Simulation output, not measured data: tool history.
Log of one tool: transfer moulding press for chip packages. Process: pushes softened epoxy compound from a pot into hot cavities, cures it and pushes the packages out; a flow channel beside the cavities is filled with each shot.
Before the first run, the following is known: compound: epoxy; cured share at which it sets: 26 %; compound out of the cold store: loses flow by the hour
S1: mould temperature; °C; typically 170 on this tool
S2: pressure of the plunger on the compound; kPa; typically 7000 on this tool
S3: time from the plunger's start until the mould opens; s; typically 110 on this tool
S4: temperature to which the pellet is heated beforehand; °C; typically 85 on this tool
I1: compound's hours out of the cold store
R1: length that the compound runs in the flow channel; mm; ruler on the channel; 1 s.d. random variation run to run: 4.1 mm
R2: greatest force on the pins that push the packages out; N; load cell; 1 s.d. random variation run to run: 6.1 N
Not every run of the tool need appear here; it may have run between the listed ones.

| run | hour | S1 | S2 | S3 | S4 | I1 | R1 | R2 |
|---|---|---|---|---|---|---|---|---|
| 1 | 0.0 | 170 | 7000 | 110 | 85 | 24.0 | 861 | 272 |
| 2 | 10.9 | 170 | 7000 | 110 | 87 | 38.6 | 784 | 310 |
| 3 | 21.2 | 170 | 7000 | 110 | 87 | 18.0 | 892 | 359 |
| 4 | 38.3 | 170 | 7000 | 110 | 87 | 27.3 | 846 | 380 |
| 5 | 49.2 | 170 | 7000 | 110 | 87 | 40.9 | 772 | 410 |
|  | 51.7 | cavities cleaned with cleaning compound and waxed |
| 6 | 67.0 | 170 | 8790 | 110 | 85 | 16.5 | 1019 | 311 |
| 7 | 76.0 | 170 | 6320 | 110 | 85 | 36.8 | 744 | 326 |
|  | 80.5 | plunger's sealing rings changed |
| 8 | 89.1 | 170 | 5740 | 110 | 85 | 42.0 | 738 | 359 |
| 9 | 106.5 | 170 | 5740 | 110 | 85 | 10.6 | 912 | 430 |
|  | 114.0 | cavities cleaned with cleaning compound and waxed |
| 10 | 125.6 | 168 | 7120 | 114 | 93 | 35.3 | 861 | 285 |
| 11 | 137.1 | 168 | 7120 | 103 | 83 | 31.0 | 880 | 375 |
| 12 | 153.1 | 168 | 7120 | 140 | 80 | 17.2 | 967 | 342 |
| 13 | 166.2 | 168 | 7120 | 140 | 80 | 12.8 | 992 | 376 |
|  | 174.7 | cavities cleaned with cleaning compound and waxed |
| 14 | 179.0 | 168 | 7120 | 140 | 80 | 12.6 | 999 | 241 |
| 15 | 188.7 | 168 | 7120 | 140 | 80 | 15.5 | 971 | 273 |
| 16 | 197.7 | 168 | 7120 | 140 | 80 | 12.7 | 984 | 314 |
| 17 | 213.7 | 176 | 6750 | 110 | 94 | 14.3 | 932 | 361 |
| 18 | 225.6 | 176 | 6750 | 110 | 94 | 43.0 | 774 | 372 |

A few steps of R1 between consecutive runs. Split each: what settings, incoming material and random variation would produce without the hidden state, and what is left over for the hidden state, along with gauge scatter present in only one of the two compared results (measured, and without hidden state):
Hidden state at play: true mould temperature over the reading, C; pressure that reaches the compound, % of what is set; grip of the stained cavities, % over clean ones'; drift of the gauge itself on flow_mm, %; drift of the gauge itself on push_out_n, %.
Run 6 -> 7: S2 8790 -> 6320. R1 -275 mm: hidden state +16, all else -291.
Run 7 -> 8: S2 6320 -> 5740, plunger's sealing rings changed. R1 -6 mm: hidden state +49, all else -55.
